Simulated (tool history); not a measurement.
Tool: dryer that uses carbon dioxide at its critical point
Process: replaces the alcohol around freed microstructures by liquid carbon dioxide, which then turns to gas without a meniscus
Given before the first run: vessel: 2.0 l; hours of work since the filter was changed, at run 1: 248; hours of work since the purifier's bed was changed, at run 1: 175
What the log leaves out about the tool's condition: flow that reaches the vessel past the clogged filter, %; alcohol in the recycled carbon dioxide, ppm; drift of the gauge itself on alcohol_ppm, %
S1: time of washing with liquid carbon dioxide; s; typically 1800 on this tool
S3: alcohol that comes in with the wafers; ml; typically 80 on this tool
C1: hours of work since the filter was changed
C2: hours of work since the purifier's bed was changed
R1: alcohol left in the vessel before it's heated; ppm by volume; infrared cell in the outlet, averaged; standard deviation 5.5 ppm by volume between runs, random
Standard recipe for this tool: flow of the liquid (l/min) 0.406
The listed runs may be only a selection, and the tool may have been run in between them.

Run 1, hour 0.0: usual settings; C1 248; C2 175. Result: R1 228 ppm by volume.
Run 2, hour 20.0: usual settings; C1 264; C2 190. Result: R1 226 ppm by volume.
Run 3, hour 42.2: usual settings but flow of the liquid (l/min) 0.424; C1 281; C2 207. Result: R1 199 ppm by volume.
Run 4, hour 63.0: usual settings but flow of the liquid (l/min) 0.424; C1 297; C2 223. Result: R1 196 ppm by volume.
Run 5, hour 76.6: usual settings but S3 26 ml; C1 307; C2 234. Result: R1 118 ppm by volume.
Run 6, hour 93.4: usual settings but S3 26 ml; C1 320; C2 247. Result: R1 123 ppm by volume.
Run 7, hour 103.0: usual settings but S3 26 ml; C1 328; C2 254. Result: R1 108 ppm by volume.
Run 8, hour 125.4: usual settings but S1 1620 s; C1 345; C2 272. Result: R1 390 ppm by volume.
Run 9, hour 140.2: usual settings but flow of the liquid (l/min) 0.373; C1 356; C2 283. Result: R1 361 ppm by volume.
Run 10, hour 159.1: usual settings; C1 371; C2 298. Result: R1 264 ppm by volume.
Run 11, hour 176.8: usual settings; C1 385; C2 311. Result: R1 279 ppm by volume.
Run 12, hour 190.9: usual settings; C1 395; C2 322. Result: R1 269 ppm by volume.
Run 13, hour 210.6: usual settings; C1 411; C2 337. Result: R1 285 ppm by volume.
Run 14, hour 228.3: usual settings; C1 424; C2 351. Result: R1 289 ppm by volume.
Run 15, hour 250.7: usual settings but S3 67 ml; C1 442; C2 368. Result: R1 258 ppm by volume.
At hour 257.8: inlet filter changed.
Run 16, hour 269.2: usual settings but S3 67 ml; C1 9; C2 382. Result: R1 213 ppm by volume.
Run 17, hour 280.0: usual settings; C1 17; C2 390. Result: R1 253 ppm by volume.
Run 18, hour 301.2: usual settings but flow of the liquid (l/min) 0.500, S3 36 ml; C1 34; C2 407. Result: R1 116 ppm by volume.
Run 19, hour 323.7: usual settings but S1 1320 s, flow of the liquid (l/min) 0.350, S3 90 ml; C1 51; C2 424. Result: R1 1495 ppm by volume.
Run 20, hour 340.4: usual settings but S1 2700 s, flow of the liquid (l/min) 0.350, S3 92 ml; C1 64; C2 437. Result: R1 142 ppm by volume.
Run 21, hour 356.0: usual settings but S1 2700 s, flow of the liquid (l/min) 0.350, S3 92 ml; C1 76; C2 449. Result: R1 145 ppm by volume.
Run 22, hour 368.6: usual settings but S1 2160 s, flow of the liquid (l/min) 0.350, S3 24 ml; C1 86; C2 459. Result: R1 145 ppm by volume.
Run 23, hour 384.6: usual settings but S1 1440 s, flow of the liquid (l/min) 0.659, S3 59 ml; C1 98; C2 471. Result: R1 122 ppm by volume.
Run 24, hour 407.6: usual settings but S1 1200 s, flow of the liquid (l/min) 0.578, S3 110 ml; C1 116; C2 489. Result: R1 372 ppm by volume.
Run 25, hour 429.0: usual settings but S1 1920 s; C1 132; C2 505. Result: R1 229 ppm by volume.
Run 26, hour 445.6: usual settings but S1 1860 s; C1 145; C2 518. Result: R1 258 ppm by volume.
At hour 457.0: purifier's bed changed.
Run 27, hour 472.2: usual settings but S1 1380 s, flow of the liquid (l/min) 0.619, S3 93 ml; C1 163; C2 12. Result: R1 78 ppm by volume.
Run 28, hour 484.8: usual settings but S1 1380 s, flow of the liquid (l/min) 0.288, S3 81 ml; C1 173; C2 21. Result: R1 2249 ppm by volume.
Run 29, hour 497.4: usual settings but S1 1860 s, flow of the liquid (l/min) 0.422, S3 29 ml; C1 183; C2 31. Result: R1 60 ppm by volume.
Run 30, hour 512.7: usual settings but S1 1860 s, flow of the liquid (l/min) 0.422, S3 29 ml; C1 195; C2 43. Result: R1 63 ppm by volume.
Run 31, hour 533.9: usual settings but S1 1140 s; C1 211; C2 59. Result: R1 1354 ppm by volume.

Forecast run 32:
Run 32, hour 554.2: usual settings but S1 2400 s, flow of the liquid (l/min) 0.670, S3 120 ml; C1 227; C2 75. Result: R1 ?.

For run 32 the tool returned R1 21 ppm by volume.
The same run, on a tool lacking any hidden state, would have yielded R1 4 ppm by volume.

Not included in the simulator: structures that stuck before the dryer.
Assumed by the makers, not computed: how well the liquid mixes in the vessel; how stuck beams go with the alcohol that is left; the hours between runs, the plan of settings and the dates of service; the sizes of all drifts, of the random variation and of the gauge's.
